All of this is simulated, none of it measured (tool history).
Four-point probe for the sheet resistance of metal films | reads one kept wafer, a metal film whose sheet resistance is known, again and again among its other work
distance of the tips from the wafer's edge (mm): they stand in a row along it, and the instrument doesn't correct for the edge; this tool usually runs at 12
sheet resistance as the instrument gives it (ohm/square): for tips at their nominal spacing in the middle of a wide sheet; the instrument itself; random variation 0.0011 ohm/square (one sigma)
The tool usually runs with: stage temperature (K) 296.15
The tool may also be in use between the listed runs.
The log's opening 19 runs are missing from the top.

| run | hour | stage temperature (K) | distance of the tips from the wafer's edge (mm) | touches since the probe head was changed | hours of work since the stage's thermometer was calibrated | sheet resistance as the instrument gives it (ohm/square) |
|---|---|---|---|---|---|---|
| 20 | 2052.5 | 301.15 | 6 | 116525 | 248 | 5.523178 |
| 21 | 2188.7 | 300.15 | 33 | 118598 | 329 | 5.446916 |
| 22 | 2265.7 | 306.15 | 12 | 119769 | 375 | 5.468068 |
| 23 | 2360 | 300.15 | 13 | 121205 | 432 | 5.462392 |
| 24 | 2466.8 | 304.15 | 59 | 122830 | 496 | 5.445184 |
| 25 | 2609.2 | 300.15 | 36 | 124996 | 581 | 5.446401 |
| 26 | 2724.5 | 302.15 | 4 | 126751 | 650 | 5.622763 |
| 27 | 2828.6 | 302.15 | 4 | 128336 | 713 | 5.621107 |
| 28 | 2968.4 | 292.15 | 4 | 130462 | 796 | 5.614479 |
| 29 | 3073 | 304.15 | 33 | 132053 | 859 | 5.449069 |
| 30 | 3161.9 | 292.15 | 8 | 133407 | 912 | 5.486081 |
| 31 | 3231.8 | 298.15 | 9 | 134469 | 954 | 5.476399 |
| 32 | 3346.2 | 301.15 | 4 | 136211 | 1023 | 5.619284 |
| 33 | 3429.6 | 301.15 | 4 | 137479 | 1073 | 5.620674 |
| 34 | 3554.9 | 301.15 | 4 | 139387 | 1148 | 5.621379 |
| 35 | 3665.2 | 297.15 | 4 | 141064 | 1214 | 5.617429 |
| 36 | 3750.7 | 297.15 | 4 | 142366 | 1265 | 5.619065 |

Forecast each of these 4 alternatives for the next run:
| A | 3874.2 | 295.15 | 12 | 144244 | 1339 | ? |
| B | 3874.2 | 300.15 | 11 | 144244 | 1339 | ? |
| C | 3874.2 | 294.15 | 29 | 144244 | 1339 | ? |
| D | 3874.2 | 304.15 | 10 | 144244 | 1339 | ? |

| run | sheet resistance as the instrument gives it (ohm/square) |
|---|---|
| A | 5.46017 |
| B | 5.466261 |
| C | 5.441327 |
| D | 5.474429 |
Take away the tool's hidden state, keep each run's random variation, and the runs would have read:
| run | sheet resistance as the instrument gives it (ohm/square) |
|---|---|
| A | 5.494198 |
| B | 5.500357 |
| C | 5.47524 |
| D | 5.508599 |
